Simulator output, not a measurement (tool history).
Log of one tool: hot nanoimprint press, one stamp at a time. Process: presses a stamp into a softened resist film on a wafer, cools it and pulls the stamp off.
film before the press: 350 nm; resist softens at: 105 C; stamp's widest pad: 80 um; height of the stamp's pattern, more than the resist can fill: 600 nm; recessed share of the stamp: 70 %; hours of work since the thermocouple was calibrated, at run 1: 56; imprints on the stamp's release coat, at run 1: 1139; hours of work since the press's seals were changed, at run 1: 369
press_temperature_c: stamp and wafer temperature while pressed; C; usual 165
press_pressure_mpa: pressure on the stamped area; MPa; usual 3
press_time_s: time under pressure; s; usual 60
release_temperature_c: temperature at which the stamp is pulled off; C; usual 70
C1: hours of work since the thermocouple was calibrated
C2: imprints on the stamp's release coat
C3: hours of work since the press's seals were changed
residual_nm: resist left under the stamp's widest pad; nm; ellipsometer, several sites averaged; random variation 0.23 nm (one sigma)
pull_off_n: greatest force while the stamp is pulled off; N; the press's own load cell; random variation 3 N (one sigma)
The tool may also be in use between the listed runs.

Run 1, hour 0: usual settings; C1 56; C2 1139; C3 369. Result: residual_nm 184 nm, pull_off_n 202 N.
Run 2, hour 16.3: usual settings; C1 66; C2 1201; C3 379. Result: residual_nm 184 nm, pull_off_n 209 N.
Run 3, hour 39.1: usual settings; C1 81; C2 1288; C3 394. Result: residual_nm 184.4 nm, pull_off_n 212 N.
Run 4, hour 61.9: usual settings; C1 96; C2 1375; C3 409. Result: residual_nm 185 nm, pull_off_n 222 N.
At hour 77.2: stamp cleaned and given a new release coat.
Run 5, hour 82: usual settings; C1 105; C2 19; C3 418. Result: residual_nm 184.6 nm, pull_off_n 147 N.
Run 6, hour 101.3: usual settings; C1 118; C2 93; C3 431. Result: residual_nm 185.2 nm, pull_off_n 143 N.
Run 7, hour 112.7: usual settings but press_temperature_c 169 C; C1 125; C2 136; C3 438. Result: residual_nm 153.9 nm, pull_off_n 150 N.
Run 8, hour 133.8: usual settings; C1 139; C2 217; C3 452. Result: residual_nm 185.6 nm, pull_off_n 156 N.
Run 9, hour 154.9: usual settings; C1 153; C2 297; C3 466. Result: residual_nm 185.6 nm, pull_off_n 159 N.
Run 10, hour 167.7: usual settings; C1 161; C2 346; C3 474. Result: residual_nm 185.6 nm, pull_off_n 160 N.
Run 11, hour 186.4: usual settings; C1 173; C2 418; C3 486. Result: residual_nm 186.3 nm, pull_off_n 165 N.
Run 12, hour 201.8: usual settings but press_temperature_c 156 C; C1 183; C2 476; C3 496. Result: residual_nm 265.9 nm, pull_off_n 166 N.
Run 13, hour 211.4: usual settings; C1 190; C2 513; C3 503. Result: residual_nm 186.5 nm, pull_off_n 171 N.
Run 14, hour 234.8: usual settings but press_temperature_c 174 C, press_pressure_mpa 3.68 MPa, release_temperature_c 76 C; C1 205; C2 603; C3 518. Result: residual_nm 110.6 nm, pull_off_n 147 N.
Run 15, hour 250.1: usual settings but press_temperature_c 169 C, press_pressure_mpa 2.33 MPa, press_time_s 34 s, release_temperature_c 76 C; C1 215; C2 661; C3 528. Result: residual_nm 210.1 nm, pull_off_n 152 N.
Run 16, hour 270.1: usual settings but press_temperature_c 169 C, press_pressure_mpa 2.33 MPa, press_time_s 34 s, release_temperature_c 76 C; C1 228; C2 737; C3 541. Result: residual_nm 210.3 nm, pull_off_n 153 N.
Run 17, hour 288.4: usual settings but press_temperature_c 169 C, press_pressure_mpa 2.33 MPa, press_time_s 34 s, release_temperature_c 76 C; C1 240; C2 807; C3 553. Result: residual_nm 210.4 nm, pull_off_n 156 N.
Run 18, hour 299.1: usual settings but press_temperature_c 169 C, press_pressure_mpa 2.33 MPa, press_time_s 34 s, release_temperature_c 75 C; C1 247; C2 848; C3 560. Result: residual_nm 210.7 nm, pull_off_n 165 N.
At hour 303.7: plate thermocouple calibrated.
Run 19, hour 312.2: usual settings but press_time_s 58 s; C1 6; C2 887; C3 567. Result: residual_nm 191.1 nm, pull_off_n 192 N.
Run 20, hour 332.7: usual settings but press_temperature_c 160 C, press_time_s 64 s, release_temperature_c 67 C; C1 19; C2 965; C3 580. Result: residual_nm 229.6 nm, pull_off_n 215 N.
Run 21, hour 348.5: usual settings but press_temperature_c 160 C, press_time_s 64 s, release_temperature_c 67 C; C1 29; C2 1025; C3 590. Result: residual_nm 229.7 nm, pull_off_n 222 N.
Run 22, hour 363.4: usual settings but press_temperature_c 170 C, press_pressure_mpa 2.25 MPa, press_time_s 64 s, release_temperature_c 67 C; C1 39; C2 1082; C3 600. Result: residual_nm 169.4 nm, pull_off_n 223 N.
Run 23, hour 380.3: usual settings but press_temperature_c 170 C, press_pressure_mpa 2.25 MPa, press_time_s 100 s, release_temperature_c 57 C; C1 50; C2 1147; C3 611. Result: residual_nm 144.2 nm, pull_off_n 276 N.
Run 24, hour 392.3: usual settings but press_time_s 55 s, release_temperature_c 55 C; C1 58; C2 1192; C3 619. Result: residual_nm 194.9 nm, pull_off_n 308 N.

The next listed run, before its measurement:
At hour 415.8: plate thermocouple calibrated, once more.
Run 25, hour 417.7: usual settings but press_temperature_c 162 C, press_pressure_mpa 1.82 MPa, press_time_s 115 s, release_temperature_c 71 C; C1 1; C2 1278; C3 633. Result: residual_nm ?, pull_off_n ?.

Run 25 gave residual_nm 211 nm, pull_off_n 210 N.
Without the tool's hidden state the same run would have given residual_nm 209.8 nm, pull_off_n 141 N.
